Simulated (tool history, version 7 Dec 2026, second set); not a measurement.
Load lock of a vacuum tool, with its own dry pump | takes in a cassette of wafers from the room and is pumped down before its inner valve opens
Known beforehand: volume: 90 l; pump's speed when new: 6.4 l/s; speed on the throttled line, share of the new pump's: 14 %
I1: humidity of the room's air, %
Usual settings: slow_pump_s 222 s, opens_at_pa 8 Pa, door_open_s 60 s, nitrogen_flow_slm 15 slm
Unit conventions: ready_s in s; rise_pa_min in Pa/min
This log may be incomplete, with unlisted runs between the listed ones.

Run 1, hour 0: usual settings; I1 47.5. Result: ready_s 336.5 s, rise_pa_min 0.021 Pa/min.
Run 2, hour 403: usual settings; I1 43.6. Result: ready_s 340.1 s, rise_pa_min 0.031 Pa/min.
Run 3, hour 873.9: usual settings; I1 45.9. Result: ready_s 339.9 s, rise_pa_min 0.048 Pa/min.
Run 4, hour 1106.7: usual settings but opens_at_pa 9 Pa; I1 44. Result: ready_s 335.1 s, rise_pa_min 0.059 Pa/min.
Run 5, hour 1589.1: usual settings; I1 40.9. Result: ready_s 339.3 s, rise_pa_min 0.082 Pa/min.
Run 6, hour 1943.8: usual settings but door_open_s 210 s; I1 45. Result: ready_s 342.6 s, rise_pa_min 0.122 Pa/min.
Run 7, hour 2499.3: usual settings but door_open_s 32 s; I1 40.8. Result: ready_s 342.8 s, rise_pa_min 0.139 Pa/min.
Run 8, hour 2782.1: usual settings but door_open_s 32 s; I1 44.8. Result: ready_s 345.1 s, rise_pa_min 0.164 Pa/min.
Run 9, hour 3198.8: usual settings but nitrogen_flow_slm 5 slm; I1 43.9. Result: ready_s 347.4 s, rise_pa_min 0.213 Pa/min.
Run 10, hour 3555.4: usual settings; I1 43.1. Result: ready_s 342.8 s, rise_pa_min 0.243 Pa/min.
Run 11, hour 3967.4: usual settings; I1 44.3. Result: ready_s 349 s, rise_pa_min 0.299 Pa/min.
At hour 4395.3: door's seal changed, seat wiped.
Run 12, hour 4423.9: usual settings; I1 48. Result: ready_s 347.8 s, rise_pa_min 0.016 Pa/min.
Run 13, hour 4716.2: usual settings but opens_at_pa 11 Pa; I1 48.7. Result: ready_s 343.5 s, rise_pa_min 0.024 Pa/min.
Run 14, hour 5241.3: usual settings but opens_at_pa 11 Pa; I1 46.2. Result: ready_s 343.6 s, rise_pa_min 0.037 Pa/min.
Run 15, hour 5513.4: usual settings but opens_at_pa 11 Pa; I1 47.4. Result: ready_s 347.3 s, rise_pa_min 0.053 Pa/min.
At hour 6053.3: dry pump taken out, an overhauled one fitted.
Run 16, hour 6053.3: usual settings but opens_at_pa 11 Pa; I1 48. Result: ready_s 322 s, rise_pa_min 0.084 Pa/min.
Run 17, hour 6365.1: usual settings but opens_at_pa 11 Pa; I1 42.4. Result: ready_s 319.9 s, rise_pa_min 0.093 Pa/min.
Run 18, hour 6656.5: usual settings but opens_at_pa 11 Pa; I1 43.4. Result: ready_s 318.4 s, rise_pa_min 0.122 Pa/min.
Run 19, hour 7130.2: usual settings but slow_pump_s 136 s, opens_at_pa 13 Pa, door_open_s 232 s, nitrogen_flow_slm 27 slm; I1 47.7. Result: ready_s 246.3 s, rise_pa_min 0.157 Pa/min.
Run 20, hour 7572.4: usual settings but slow_pump_s 136 s, opens_at_pa 13 Pa, door_open_s 232 s, nitrogen_flow_slm 27 slm; I1 41.4. Result: ready_s 248 s, rise_pa_min 0.196 Pa/min.
Run 21, hour 7878.9: usual settings but slow_pump_s 136 s, opens_at_pa 13 Pa, door_open_s 232 s, nitrogen_flow_slm 27 slm; I1 43.8. Result: ready_s 245.3 s, rise_pa_min 0.22 Pa/min.
Run 22, hour 8433.2: usual settings but slow_pump_s 181 s, opens_at_pa 13 Pa, door_open_s 232 s, nitrogen_flow_slm 16 slm; I1 42.6. Result: ready_s 289.2 s, rise_pa_min 0.287 Pa/min.
Run 23, hour 8830.7: usual settings but slow_pump_s 181 s, opens_at_pa 13 Pa, door_open_s 232 s, nitrogen_flow_slm 16 slm; I1 45. Result: ready_s 287 s, rise_pa_min 0.322 Pa/min.
At hour 8990.3: door's seal changed, seat wiped.
Run 24, hour 9248.7: usual settings but door_open_s 188 s; I1 44.5. Result: ready_s 328.9 s, rise_pa_min 0.028 Pa/min.
Run 25, hour 9685.1: usual settings but slow_pump_s 194 s, door_open_s 56 s; I1 44.9. Result: ready_s 306.6 s, rise_pa_min 0.032 Pa/min.
Run 26, hour 10158.7: usual settings but slow_pump_s 233 s, door_open_s 56 s; I1 42.1. Result: ready_s 343.5 s, rise_pa_min 0.054 Pa/min.
Run 27, hour 10690.7: usual settings but slow_pump_s 233 s, door_open_s 56 s; I1 43.4. Result: ready_s 342 s, rise_pa_min 0.076 Pa/min.
Run 28, hour 10954.5: usual settings but slow_pump_s 212 s, opens_at_pa 6 Pa, door_open_s 89 s, nitrogen_flow_slm 24 slm; I1 44.7. Result: ready_s 331.8 s, rise_pa_min 0.082 Pa/min.
Run 29, hour 11266.8: usual settings but slow_pump_s 121 s, door_open_s 118 s; I1 46. Result: ready_s 250.2 s, rise_pa_min 0.112 Pa/min.
Run 30, hour 11526.7: usual settings but slow_pump_s 121 s, door_open_s 118 s; I1 44.2. Result: ready_s 248 s, rise_pa_min 0.134 Pa/min.
Run 31, hour 11981.9: usual settings but opens_at_pa 10 Pa, door_open_s 35 s; I1 43.5. Result: ready_s 331.6 s, rise_pa_min 0.17 Pa/min.
Run 32, hour 12300.3: usual settings but door_open_s 83 s; I1 45.2. Result: ready_s 338.3 s, rise_pa_min 0.198 Pa/min.
Run 33, hour 12824.2: usual settings but door_open_s 83 s; I1 44.2. Result: ready_s 337.4 s, rise_pa_min 0.247 Pa/min.
Run 34, hour 13339.5: usual settings but slow_pump_s 135 s, opens_at_pa 7 Pa, door_open_s 127 s, nitrogen_flow_slm 20 slm; I1 45.8. Result: ready_s 269.9 s, rise_pa_min 0.311 Pa/min.
At hour 13587.1: door's seal changed, seat wiped.
Run 35, hour 13823.5: usual settings but slow_pump_s 211 s, door_open_s 28 s; I1 43. Result: ready_s 332 s, rise_pa_min 0.006 Pa/min.
Run 36, hour 14345.8: usual settings but slow_pump_s 211 s, door_open_s 28 s; I1 48.2. Result: ready_s 333.3 s, rise_pa_min 0.033 Pa/min.

4 options for the next run, each taken on its own from the tool as it stands now. Forecast them:
Run A, hour 14792.1: usual settings but slow_pump_s 427 s, opens_at_pa 7 Pa, nitrogen_flow_slm 5 slm; I1 42.6. Result: ready_s ?, rise_pa_min ?.
Run B, hour 14792.1: usual settings but slow_pump_s 258 s, door_open_s 74 s, nitrogen_flow_slm 40 slm; I1 40.4. Result: ready_s ?, rise_pa_min ?.
Run C, hour 14792.1: usual settings but door_open_s 95 s, nitrogen_flow_slm 11 slm; I1 43.7. Result: ready_s ?, rise_pa_min ?.
Run D, hour 14792.1: usual settings but slow_pump_s 211 s, door_open_s 28 s, nitrogen_flow_slm 22 slm; I1 42.6. Result: ready_s ?, rise_pa_min ?.

run  ready_s  rise_pa_min
  A    516.2         0.06
  B    375.1        0.044
  C    344.8        0.056
  D    332.1        0.045
Without the tool's unlogged condition, the same runs would have read:
run  ready_s  rise_pa_min
  A    503.2        0.021
  B    358.1        0.004
  C    327.3        0.016
  D    314.3        0.005
